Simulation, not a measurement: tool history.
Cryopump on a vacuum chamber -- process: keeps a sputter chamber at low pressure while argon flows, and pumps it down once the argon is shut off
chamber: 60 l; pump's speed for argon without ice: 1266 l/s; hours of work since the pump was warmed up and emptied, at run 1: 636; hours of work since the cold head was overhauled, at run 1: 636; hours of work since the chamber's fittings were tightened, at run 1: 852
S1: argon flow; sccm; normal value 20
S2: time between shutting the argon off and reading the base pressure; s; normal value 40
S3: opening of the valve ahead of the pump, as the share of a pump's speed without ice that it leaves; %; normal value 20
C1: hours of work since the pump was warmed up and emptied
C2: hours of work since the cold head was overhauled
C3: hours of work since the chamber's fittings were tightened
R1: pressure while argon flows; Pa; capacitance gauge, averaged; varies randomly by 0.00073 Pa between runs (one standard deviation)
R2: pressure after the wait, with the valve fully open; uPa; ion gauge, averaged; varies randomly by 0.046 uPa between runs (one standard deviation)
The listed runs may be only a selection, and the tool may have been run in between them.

{"run": 1, "hour": 0.0, "S1": 20, "S2": 40, "S3": 20, "C1": 636, "C2": 636, "C3": 852, "R1": 0.1375, "R2": 4.48}
{"run": 2, "hour": 54.3, "S1": 20, "S2": 40, "S3": 20, "C1": 678, "C2": 678, "C3": 894, "R1": 0.1381, "R2": 4.39}
{"run": 3, "hour": 90.0, "S1": 20, "S2": 40, "S3": 20, "C1": 705, "C2": 705, "C3": 921, "R1": 0.1379, "R2": 4.5}
{"run": 4, "hour": 117.9, "S1": 20, "S2": 40, "S3": 20, "C1": 727, "C2": 727, "C3": 943, "R1": 0.1386, "R2": 4.55}
{"run": 5, "hour": 165.8, "S1": 20, "S2": 40, "S3": 20, "C1": 764, "C2": 764, "C3": 979, "R1": 0.137, "R2": 4.61}
{"run": 6, "hour": 202.7, "S1": 20, "S2": 40, "S3": 20, "C1": 792, "C2": 792, "C3": 1008, "R1": 0.1374, "R2": 4.62}
{"run": 7, "hour": 227.9, "S1": 20, "S2": 40, "S3": 20, "C1": 811, "C2": 811, "C3": 1027, "R1": 0.1383, "R2": 4.83}
{"run": 8, "hour": 282.4, "S1": 33, "S2": 40, "S3": 20, "C1": 853, "C2": 853, "C3": 1069, "R1": 0.2279, "R2": 4.88}
{"run": 9, "hour": 330.7, "S1": 20, "S2": 146, "S3": 20, "C1": 890, "C2": 890, "C3": 1106, "R1": 0.1389, "R2": 3.16}
{"run": 10, "hour": 365.2, "S1": 20, "S2": 146, "S3": 20, "C1": 916, "C2": 916, "C3": 1132, "R1": 0.1392, "R2": 3.13}
{"run": 11, "hour": 395.0, "S1": 20, "S2": 146, "S3": 20, "C1": 939, "C2": 939, "C3": 1155, "R1": 0.141, "R2": 3.28}
{"run": 12, "hour": 431.3, "S1": 20, "S2": 146, "S3": 20, "C1": 967, "C2": 967, "C3": 1183, "R1": 0.1392, "R2": 3.29}
{"run": 13, "hour": 459.5, "S1": 20, "S2": 172, "S3": 20, "C1": 989, "C2": 989, "C3": 1205, "R1": 0.1396, "R2": 3.22}
{"run": 14, "hour": 509.6, "S1": 20, "S2": 172, "S3": 20, "C1": 1027, "C2": 1027, "C3": 1243, "R1": 0.1402, "R2": 3.35}
{"run": 15, "hour": 552.9, "S1": 13, "S2": 40, "S3": 20, "C1": 1060, "C2": 1060, "C3": 1276, "R1": 0.0917, "R2": 5.38}
{"run": 16, "hour": 589.8, "S1": 13, "S2": 40, "S3": 20, "C1": 1089, "C2": 1089, "C3": 1305, "R1": 0.0915, "R2": 5.54}
{"run": 17, "hour": 630.6, "S1": 13, "S2": 40, "S3": 20, "C1": 1120, "C2": 1120, "C3": 1336, "R1": 0.0906, "R2": 5.41}
{"run": 18, "hour": 684.0, "S1": 13, "S2": 40, "S3": 20, "C1": 1161, "C2": 1161, "C3": 1377, "R1": 0.0915, "R2": 5.57}
{"run": 19, "hour": 710.6, "S1": 17, "S2": 40, "S3": 20, "C1": 1181, "C2": 1181, "C3": 1397, "R1": 0.121, "R2": 5.57}
{"hour": 723.6, "done": "pump warmed up, emptied and cooled again"}
{"run": 20, "hour": 738.3, "S1": 33, "S2": 155, "S3": 20, "C1": 11, "C2": 1199, "C3": 1415, "R1": 0.2227, "R2": 3.22}
{"run": 21, "hour": 775.2, "S1": 28, "S2": 95, "S3": 39, "C1": 40, "C2": 1227, "C3": 1443, "R1": 0.0984, "R2": 3.7}
{"run": 22, "hour": 802.5, "S1": 28, "S2": 95, "S3": 39, "C1": 60, "C2": 1248, "C3": 1464, "R1": 0.0967, "R2": 3.77}
{"run": 23, "hour": 849.4, "S1": 20, "S2": 122, "S3": 37, "C1": 96, "C2": 1284, "C3": 1500, "R1": 0.0729, "R2": 3.51}
{"run": 24, "hour": 873.3, "S1": 16, "S2": 26, "S3": 58, "C1": 115, "C2": 1302, "C3": 1518, "R1": 0.0365, "R2": 6.52}
{"run": 25, "hour": 917.3, "S1": 16, "S2": 26, "S3": 58, "C1": 148, "C2": 1336, "C3": 1552, "R1": 0.0377, "R2": 6.59}
{"run": 26, "hour": 963.5, "S1": 26, "S2": 26, "S3": 58, "C1": 184, "C2": 1371, "C3": 1587, "R1": 0.0614, "R2": 6.55}
{"run": 27, "hour": 1009.7, "S1": 22, "S2": 26, "S3": 34, "C1": 219, "C2": 1407, "C3": 1623, "R1": 0.088, "R2": 6.96}
{"run": 28, "hour": 1051.4, "S1": 20, "S2": 110, "S3": 44, "C1": 251, "C2": 1439, "C3": 1655, "R1": 0.063, "R2": 3.97}
{"run": 29, "hour": 1078.7, "S1": 11, "S2": 40, "S3": 21, "C1": 272, "C2": 1460, "C3": 1675, "R1": 0.0701, "R2": 5.6}
{"run": 30, "hour": 1123.8, "S1": 11, "S2": 40, "S3": 21, "C1": 307, "C2": 1494, "C3": 1710, "R1": 0.0701, "R2": 5.85}
{"run": 31, "hour": 1156.4, "S1": 11, "S2": 40, "S3": 21, "C1": 332, "C2": 1519, "C3": 1735, "R1": 0.07, "R2": 5.73}
{"run": 32, "hour": 1182.6, "S1": 20, "S2": 31, "S3": 20, "C1": 352, "C2": 1539, "C3": 1755, "R1": 0.1362, "R2": 6.6}
{"hour": 1219.9, "done": "leaking fittings of the chamber tightened, without venting"}
{"run": 33, "hour": 1236.2, "S1": 11, "S2": 177, "S3": 44, "C1": 391, "C2": 1579, "C3": 13, "R1": 0.0355, "R2": 0.92}

A few steps of R1 between consecutive runs. Split each: what settings, incoming material and random variation would produce without the hidden state, and what is left over for the hidden state, along with gauge scatter present in only one of the two compared results (measured, and without hidden state):
Hidden conditions of the tool in this case: pump's speed, % of a pump's without ice; cold plate's temperature, K; leak into the chamber, uPa l/s; drift of the gauge itself on working_pa, %; drift of the gauge itself on base_upa, %.
Run 7 -> 8: S1 20 -> 33. R1 +0.0896 Pa: hidden state +0.0036, all else +0.0860.
Run 8 -> 9: S1 33 -> 20, S2 40 -> 146. R1 -0.0890 Pa: hidden state -0.0031, all else -0.0859.
Run 19 -> 20: S1 17 -> 33, S2 40 -> 155, pump warmed up, emptied and cooled again. R1 +0.1017 Pa: hidden state -0.0057, all else +0.1074.
Run 20 -> 21: S1 33 -> 28, S2 155 -> 95, S3 20 -> 39. R1 -0.1243 Pa: hidden state +0.0000, all else -0.1243.
Run 32 -> 33: S1 20 -> 11, S2 31 -> 177, S3 20 -> 44, leaking fittings of the chamber tightened, without venting. R1 -0.1007 Pa: hidden state -0.0010, all else -0.0997.
